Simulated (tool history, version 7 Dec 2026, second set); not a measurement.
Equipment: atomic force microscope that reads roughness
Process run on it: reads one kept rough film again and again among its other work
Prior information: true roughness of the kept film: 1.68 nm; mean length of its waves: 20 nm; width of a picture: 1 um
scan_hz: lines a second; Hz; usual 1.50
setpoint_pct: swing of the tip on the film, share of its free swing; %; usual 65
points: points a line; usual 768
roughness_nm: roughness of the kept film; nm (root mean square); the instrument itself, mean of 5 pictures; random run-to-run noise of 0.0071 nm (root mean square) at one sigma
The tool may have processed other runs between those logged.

run 1 hour=0.0 | scan_hz=1.50 setpoint_pct=65 points=768 | roughness_nm=1.441
run 2 hour=8.2 | scan_hz=1.11 setpoint_pct=65 points=768 | roughness_nm=1.470
run 3 hour=21.9 | scan_hz=1.11 setpoint_pct=65 points=768 | roughness_nm=1.470
run 4 hour=29.6 | scan_hz=1.11 setpoint_pct=86 points=768 | roughness_nm=1.341
run 5 hour=44.6 | scan_hz=1.50 setpoint_pct=65 points=294 | roughness_nm=1.411
run 6 hour=55.8 | scan_hz=1.50 setpoint_pct=65 points=294 | roughness_nm=1.407
run 7 hour=65.7 | scan_hz=1.50 setpoint_pct=65 points=364 | roughness_nm=1.406
run 8 hour=83.8 | scan_hz=2.61 setpoint_pct=85 points=700 | roughness_nm=1.155
run 9 hour=95.6 | scan_hz=2.61 setpoint_pct=85 points=700 | roughness_nm=1.166
-- hour=107.6 new tip fitted
run 10 hour=110.5 | scan_hz=0.63 setpoint_pct=85 points=537 | roughness_nm=1.426
run 11 hour=121.7 | scan_hz=0.69 setpoint_pct=60 points=768 | roughness_nm=1.517
run 12 hour=139.5 | scan_hz=0.69 setpoint_pct=60 points=768 | roughness_nm=1.503
run 13 hour=157.8 | scan_hz=1.50 setpoint_pct=65 points=638 | roughness_nm=1.440

Forecast each of these 4 alternatives for the next run:
run A hour=174.9 | scan_hz=1.14 setpoint_pct=65 points=638 | roughness_nm=?
run B hour=174.9 | scan_hz=1.08 setpoint_pct=65 points=638 | roughness_nm=?
run C hour=174.9 | scan_hz=1.00 setpoint_pct=60 points=818 | roughness_nm=?
run D hour=174.9 | scan_hz=1.50 setpoint_pct=86 points=768 | roughness_nm=?

run=A roughness_nm=1.464
run=B roughness_nm=1.470
run=C roughness_nm=1.497
run=D roughness_nm=1.292
What these runs would have given with no unlogged condition in the tool:
run=A roughness_nm=1.466
run=B roughness_nm=1.473
run=C roughness_nm=1.500
run=D roughness_nm=1.294

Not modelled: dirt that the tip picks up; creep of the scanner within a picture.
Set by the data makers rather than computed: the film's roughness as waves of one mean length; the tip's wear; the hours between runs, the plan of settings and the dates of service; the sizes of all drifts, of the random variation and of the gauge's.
